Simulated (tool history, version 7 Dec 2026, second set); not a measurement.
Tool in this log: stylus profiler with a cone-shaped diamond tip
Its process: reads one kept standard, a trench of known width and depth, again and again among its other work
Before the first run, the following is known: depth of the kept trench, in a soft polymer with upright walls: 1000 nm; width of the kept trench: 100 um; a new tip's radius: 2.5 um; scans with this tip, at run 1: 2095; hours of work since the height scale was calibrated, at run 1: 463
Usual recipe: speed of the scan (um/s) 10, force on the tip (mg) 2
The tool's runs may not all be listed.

run,hour,speed of the scan (um/s),force on the tip (mg),scans with this tip,hours of work since the height scale was calibrated,depth of the trench (angstrom),width of the trench's floor (µm)
1,0,10,2,2095,463,10041.7,95.33
2,21.6,10,2,2155,477,10042.5,95.31
3,43.8,10,2.68,2217,490,10058.8,95.36
4,73.5,10,2.68,2300,508,10052.7,95.27
5,100.6,2,2.68,2375,525,10051.6,95.24
6,138.7,2,2.68,2481,549,10056.1,95.25
7,184.8,10,1,2609,577,10019.2,95.16
8,208.3,10,1,2675,591,10017.2,95.15
# hour 213.2: height scale calibrated on a step standard
9,243.7,10,2,2772,19,10026.5,95.15
10,291.2,10,2,2904,48,10031.1,95.17
11,320.3,10,2,2985,66,10030.8,95.11
12,362,10,2,3101,92,10027.7,95.16
13,413,19,2,3243,123,10027.1,95.07
# hour 432: height scale calibrated on a step standard, once more
14,463.8,10,2,3383,20,10060,95.02
15,485.2,10,2.62,3442,33,10071.7,95.03
16,528.8,33,2.37,3564,60,10068.2,94.93
17,577.7,7,0.93,3700,90,10034.6,95
18,600.7,21,2.73,3764,104,10071.9,94.96
19,627.6,4,1.01,3839,120,10034.2,94.93
20,667.2,10,2.63,3949,145,10071,94.86
21,705.9,10,2.63,4057,169,10066.3,94.89
22,755.9,2,1.62,4196,199,10046.9,94.93
23,785.5,4,5.91,4278,218,10117.4,94.84
24,817.5,20,2.49,4367,237,10060.9,94.77
25,861.6,20,2.15,4490,264,10056.5,94.75
26,892.8,20,2.15,4577,284,10057.8,94.77
27,923.6,20,2.15,4663,303,10056.1,94.75
28,955.5,22,0.85,4751,322,10025.7,94.68

Run by run, hidden condition taken away, random variation retained:
Unlogged tool condition in this case: radius of the tip, um; height scale over the true one, %; drift of the gauge itself on depth_nm, %; drift of the gauge itself on floor_um, %.
run,depth of the trench (angstrom),width of the trench's floor (µm)
1,10057.1,95.97
2,10058.3,95.95
3,10075.1,96.02
4,10069.6,95.95
5,10069,95.93
6,10074.3,95.97
7,10038,95.91
8,10036.5,95.91
9,10055.4,95.94
10,10061,95.99
11,10061.3,95.96
12,10059,96.02
13,10059.4,95.97
14,10059.4,95.96
15,10071.5,95.97
16,10068.8,95.9
17,10036.1,96
18,10073.9,95.97
19,10036.6,95.96
20,10074.2,95.91
21,10070.2,95.97
22,10051.8,96.04
23,10122.9,95.97
24,10067,95.92
25,10063.5,95.93
26,10065.4,95.96
27,10064.3,95.96
28,10034.5,95.91
